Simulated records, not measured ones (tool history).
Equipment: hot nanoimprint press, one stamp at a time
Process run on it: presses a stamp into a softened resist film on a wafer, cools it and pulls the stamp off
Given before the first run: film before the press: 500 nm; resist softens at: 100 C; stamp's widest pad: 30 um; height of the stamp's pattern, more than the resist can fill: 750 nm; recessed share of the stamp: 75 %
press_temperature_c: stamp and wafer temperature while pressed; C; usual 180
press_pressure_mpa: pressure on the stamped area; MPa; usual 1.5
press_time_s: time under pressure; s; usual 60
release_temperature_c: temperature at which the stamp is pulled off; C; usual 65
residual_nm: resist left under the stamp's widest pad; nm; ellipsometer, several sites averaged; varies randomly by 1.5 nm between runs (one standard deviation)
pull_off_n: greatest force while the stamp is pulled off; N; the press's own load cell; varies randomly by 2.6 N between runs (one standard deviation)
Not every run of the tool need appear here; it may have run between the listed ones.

run 1 day=0 | press_temperature_c=180 press_pressure_mpa=1.5 press_time_s=60 release_temperature_c=65 | residual_nm=278.9 pull_off_n=209
run 2 day=2.446 | press_temperature_c=180 press_pressure_mpa=1.5 press_time_s=60 release_temperature_c=65 | residual_nm=280.5 pull_off_n=205
run 3 day=5.512 | press_temperature_c=180 press_pressure_mpa=1.5 press_time_s=60 release_temperature_c=65 | residual_nm=281.6 pull_off_n=206
run 4 day=7.979 | press_temperature_c=180 press_pressure_mpa=1.5 press_time_s=60 release_temperature_c=65 | residual_nm=283.9 pull_off_n=208
-- day=11.088 stamp cleaned and given a new release coat
run 5 day=11.808 | press_temperature_c=180 press_pressure_mpa=1.5 press_time_s=60 release_temperature_c=65 | residual_nm=280.5 pull_off_n=209
run 6 day=14.5 | press_temperature_c=180 press_pressure_mpa=1.5 press_time_s=60 release_temperature_c=65 | residual_nm=283.7 pull_off_n=213
run 7 day=18.621 | press_temperature_c=180 press_pressure_mpa=1.5 press_time_s=60 release_temperature_c=65 | residual_nm=284 pull_off_n=205
-- day=22.25 plate thermocouple calibrated
-- day=22.5 stamp cleaned and given a new release coat
run 8 day=23.196 | press_temperature_c=180 press_pressure_mpa=1.5 press_time_s=60 release_temperature_c=65 | residual_nm=280.3 pull_off_n=205
run 9 day=26.142 | press_temperature_c=180 press_pressure_mpa=1.5 press_time_s=60 release_temperature_c=65 | residual_nm=283.2 pull_off_n=209
run 10 day=30.438 | press_temperature_c=180 press_pressure_mpa=1.5 press_time_s=60 release_temperature_c=65 | residual_nm=285.3 pull_off_n=206
run 11 day=32.288 | press_temperature_c=180 press_pressure_mpa=1.5 press_time_s=60 release_temperature_c=73 | residual_nm=283.3 pull_off_n=167
-- day=33.867 stamp cleaned and given a new release coat
run 12 day=34.9 | press_temperature_c=189 press_pressure_mpa=1.5 press_time_s=60 release_temperature_c=65 | residual_nm=212.6 pull_off_n=204
run 13 day=38.358 | press_temperature_c=189 press_pressure_mpa=1.5 press_time_s=60 release_temperature_c=65 | residual_nm=216.1 pull_off_n=201
run 14 day=42.425 | press_temperature_c=180 press_pressure_mpa=1.5 press_time_s=60 release_temperature_c=65 | residual_nm=286.8 pull_off_n=207
run 15 day=44.183 | press_temperature_c=180 press_pressure_mpa=1.5 press_time_s=60 release_temperature_c=65 | residual_nm=287.5 pull_off_n=206
-- day=45.2 stamp cleaned and given a new release coat
run 16 day=46.804 | press_temperature_c=180 press_pressure_mpa=1.5 press_time_s=60 release_temperature_c=65 | residual_nm=286.1 pull_off_n=205
-- day=48.038 plate thermocouple calibrated
run 17 day=50.871 | press_temperature_c=180 press_pressure_mpa=0.94 press_time_s=54 release_temperature_c=65 | residual_nm=356.2 pull_off_n=210
run 18 day=53.554 | press_temperature_c=180 press_pressure_mpa=1.33 press_time_s=78 release_temperature_c=64 | residual_nm=281.6 pull_off_n=213
-- day=56.562 stamp cleaned and given a new release coat
run 19 day=56.608 | press_temperature_c=185 press_pressure_mpa=1.86 press_time_s=85 release_temperature_c=52 | residual_nm=193.8 pull_off_n=269
run 20 day=59.621 | press_temperature_c=185 press_pressure_mpa=1.86 press_time_s=85 release_temperature_c=52 | residual_nm=191.7 pull_off_n=274
-- day=63.104 press's hydraulic seals changed and the load cell set to zero
run 21 day=63.729 | press_temperature_c=185 press_pressure_mpa=1.86 press_time_s=85 release_temperature_c=52 | residual_nm=193.8 pull_off_n=273
run 22 day=66.854 | press_temperature_c=185 press_pressure_mpa=1.86 press_time_s=85 release_temperature_c=52 | residual_nm=192.2 pull_off_n=275
-- day=68.088 stamp cleaned and given a new release coat
run 23 day=71.258 | press_temperature_c=185 press_pressure_mpa=1.06 press_time_s=107 release_temperature_c=60 | residual_nm=242.6 pull_off_n=231
-- day=73.767 plate thermocouple calibrated
run 24 day=75.517 | press_temperature_c=186 press_pressure_mpa=1.56 press_time_s=46 release_temperature_c=65 | residual_nm=251.7 pull_off_n=209
run 25 day=77.996 | press_temperature_c=180 press_pressure_mpa=1 press_time_s=60 release_temperature_c=61 | residual_nm=340.9 pull_off_n=223
-- day=79.496 stamp cleaned and given a new release coat
run 26 day=82.479 | press_temperature_c=171 press_pressure_mpa=1.74 press_time_s=60 release_temperature_c=60 | residual_nm=353.2 pull_off_n=237
run 27 day=86.204 | press_temperature_c=181 press_pressure_mpa=1.74 press_time_s=83 release_temperature_c=60 | residual_nm=233.4 pull_off_n=230
run 28 day=90.1 | press_temperature_c=180 press_pressure_mpa=1.17 press_time_s=52 release_temperature_c=67 | residual_nm=337.2 pull_off_n=197

Alternative continuations, all from the tool just after run 28; predict every row:
-- day=90.675 stamp cleaned and given a new release coat
run A day=92.704 | press_temperature_c=180 press_pressure_mpa=2.01 press_time_s=52 release_temperature_c=72 | residual_nm=? pull_off_n=?
-- day=90.675 stamp cleaned and given a new release coat
run B day=92.704 | press_temperature_c=180 press_pressure_mpa=1.33 press_time_s=60 release_temperature_c=65 | residual_nm=? pull_off_n=?
-- day=90.675 stamp cleaned and given a new release coat
run C day=92.704 | press_temperature_c=191 press_pressure_mpa=1.42 press_time_s=52 release_temperature_c=58 | residual_nm=? pull_off_n=?
-- day=90.675 stamp cleaned and given a new release coat
run D day=92.704 | press_temperature_c=180 press_pressure_mpa=1.69 press_time_s=60 release_temperature_c=68 | residual_nm=? pull_off_n=?
-- day=90.675 stamp cleaned and given a new release coat
run E day=92.704 | press_temperature_c=174 press_pressure_mpa=1.65 press_time_s=39 release_temperature_c=67 | residual_nm=? pull_off_n=?

run=A residual_nm=261.4 pull_off_n=168
run=B residual_nm=302.3 pull_off_n=212
run=C residual_nm=218.7 pull_off_n=247
run=D residual_nm=273.3 pull_off_n=192
run=E residual_nm=371 pull_off_n=197
The same runs, with their run-to-run variation unchanged, on a tool lacking any hidden condition would have given:
run=A residual_nm=254.7 pull_off_n=168
run=B residual_nm=294.8 pull_off_n=212
run=C residual_nm=213.1 pull_off_n=247
run=D residual_nm=266.3 pull_off_n=191
run=E residual_nm=361.7 pull_off_n=196

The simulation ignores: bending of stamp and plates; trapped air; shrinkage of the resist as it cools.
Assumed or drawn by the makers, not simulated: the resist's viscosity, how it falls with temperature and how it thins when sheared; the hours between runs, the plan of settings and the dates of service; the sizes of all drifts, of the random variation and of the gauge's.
